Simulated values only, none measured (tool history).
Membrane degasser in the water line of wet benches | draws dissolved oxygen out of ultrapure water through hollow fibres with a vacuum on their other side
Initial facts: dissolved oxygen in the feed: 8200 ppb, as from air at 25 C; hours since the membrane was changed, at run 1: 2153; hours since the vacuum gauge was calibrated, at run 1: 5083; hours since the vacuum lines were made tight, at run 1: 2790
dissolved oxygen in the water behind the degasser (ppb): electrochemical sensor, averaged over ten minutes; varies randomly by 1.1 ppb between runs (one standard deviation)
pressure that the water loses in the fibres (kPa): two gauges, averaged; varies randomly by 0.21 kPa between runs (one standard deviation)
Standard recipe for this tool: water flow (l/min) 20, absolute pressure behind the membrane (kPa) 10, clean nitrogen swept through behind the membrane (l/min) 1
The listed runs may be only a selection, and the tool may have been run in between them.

run	hour	water flow (l/min)	absolute pressure behind the membrane (kPa)	clean nitrogen swept through behind the membrane (l/min)	hours since the membrane was changed	hours since the vacuum gauge was calibrated	hours since the vacuum lines were made tight	dissolved oxygen in the water behind the degasser (ppb)	pressure that the water loses in the fibres (kPa)
1	0	20	10	1	2153	5083	2790	303.7	51.38
2	89	20	10	1	2242	5172	2879	302.8	51.09
3	131.1	20	10	1.13	2284	5214	2921	273	51.05
4	223.8	20	10	1.13	2377	5307	3014	275.1	51.68
5	301.8	20	10	2.25	2455	5385	3092	148.1	51.58
6	342.7	20	8.3	1	2496	5426	3133	233.1	51.46
7	410.6	20	8.3	1	2563	5494	3200	233.8	51.3
8	487.2	20	8.3	1	2640	5570	3277	233.2	51.81
9	577.8	20	8.3	1	2731	5661	3368	233.7	52
10	628.8	20	8.3	1	2782	5712	3419	232.9	51.87
11	678.8	24	9.2	0.56	2832	5762	3469	502.8	61.22
12	763.3	24	10	0.92	2916	5846	3553	383	62.56
13	834.9	15	10	1.15	2988	5918	3625	209.3	38.93
14	893.2	15	10	1.88	3046	5976	3683	132.8	38.8
# hour 925.1: vacuum gauge calibrated
15	975.3	15	6.3	1	3128	50	3765	106.9	38.79

4 options for the next run, each taken on its own from the tool as it stands now. Forecast them:
A	1029.7	30	12.6	1	3182	105	3819	?	?
B	1029.7	24	17.7	0.4	3182	105	3819	?	?
C	1029.7	16	11.2	0.66	3182	105	3819	?	?
D	1029.7	27	8.5	0.92	3182	105	3819	?	?

run	dissolved oxygen in the water behind the degasser (ppb)	pressure that the water loses in the fibres (kPa)
A	574.5	77.81
B	1384.9	61.99
C	409.7	41.79
D	329.6	70.57
Without the tool's unlogged condition, the same runs would have read:
run	dissolved oxygen in the water behind the degasser (ppb)	pressure that the water loses in the fibres (kPa)
A	570.5	76.16
B	1383.3	60.68
C	406.3	40.9
D	326.2	69.08
